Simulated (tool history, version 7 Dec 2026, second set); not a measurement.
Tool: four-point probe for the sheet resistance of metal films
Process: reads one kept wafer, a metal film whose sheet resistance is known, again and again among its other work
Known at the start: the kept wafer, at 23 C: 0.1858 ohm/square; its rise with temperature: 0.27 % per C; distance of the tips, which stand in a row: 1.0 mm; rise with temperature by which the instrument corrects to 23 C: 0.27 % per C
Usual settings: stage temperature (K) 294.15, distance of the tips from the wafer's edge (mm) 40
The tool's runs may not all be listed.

run	hour	stage temperature (K)	distance of the tips from the wafer's edge (mm)	sheet resistance as the instrument gives it (ohm/square)
1	0.0	294.15	40	0.184647
2	8.2	294.15	40	0.184645
3	22.6	294.15	40	0.184616
4	30.6	294.15	40	0.184614
5	44.8	294.15	6	0.187342
6	55.0	294.15	6	0.187313
7	67.4	294.15	16	0.184882
8	76.9	294.15	16	0.184973
9	94.3	294.15	16	0.184954
10	109.6	294.15	41	0.184598
11	126.0	294.15	40	0.184646
12	140.6	294.15	11	0.185295
13	153.2	294.15	40	0.184606
14	162.2	294.15	40	0.184604
15	173.4	294.15	40	0.184563
16	188.3	294.15	40	0.184595
17	197.8	294.15	40	0.184565
18	213.4	294.15	40	0.184514
19	227.6	294.15	40	0.184526
20	236.6	297.15	40	0.184538
21	246.0	297.15	11	0.185299
22	261.9	297.15	11	0.185307
23	275.6	297.15	11	0.185290
24	288.0	297.15	11	0.185263
25	301.0	299.15	18	0.184781
26	312.8	298.15	7	0.186480
# hour 315.0: stage's thermometer calibrated
27	322.5	298.15	7	0.186486
28	338.2	292.15	23	0.184568
29	350.0	294.15	12	0.185089
30	365.3	294.15	8	0.186051
31	382.0	294.15	5	0.188320
# hour 390.5: stage's thermometer calibrated, once more
32	400.8	302.15	20	0.184804
33	412.0	302.15	20	0.184747
34	423.5	298.15	40	0.184583
35	441.2	295.15	43	0.184502
36	458.5	293.15	11	0.185298
37	473.8	299.15	5	0.188387
38	485.8	299.15	5	0.188333
39	501.5	294.15	3	0.194836
40	513.9	304.15	4	0.190480
41	523.2	301.15	6	0.187220
42	532.2	291.15	51	0.184432
43	543.0	303.15	3	0.194879
44	560.4	305.15	9	0.185661
45	571.1	296.15	24	0.184608

Measured less the same run without the tool's hidden state. The same run-to-run variation is in both; the gauge's scatter may not be:
The hidden state here: inner tips' distance over the nominal, %; tips' flats over new ones', %; wafer's true temperature over the reading, C; drift of the gauge itself on sheet_ohm, %.
run	sheet resistance as the instrument gives it (ohm/square)
1	-0.001205
2	-0.001208
3	-0.001213
4	-0.001216
5	-0.001238
6	-0.001242
7	-0.001231
8	-0.001235
9	-0.001242
10	-0.001245
11	-0.001251
12	-0.001261
13	-0.001262
14	-0.001264
15	-0.001269
16	-0.001274
17	-0.001278
18	-0.001284
19	-0.001289
20	-0.001292
21	-0.001300
22	-0.001307
23	-0.001311
24	-0.001315
25	-0.001316
26	-0.001333
27	-0.001354
28	-0.001349
29	-0.001356
30	-0.001369
31	-0.001391
32	-0.001307
33	-0.001310
34	-0.001313
35	-0.001320
36	-0.001333
37	-0.001358
38	-0.001362
39	-0.001412
40	-0.001387
41	-0.001369
42	-0.001355
43	-0.001427
44	-0.001371
45	-0.001370

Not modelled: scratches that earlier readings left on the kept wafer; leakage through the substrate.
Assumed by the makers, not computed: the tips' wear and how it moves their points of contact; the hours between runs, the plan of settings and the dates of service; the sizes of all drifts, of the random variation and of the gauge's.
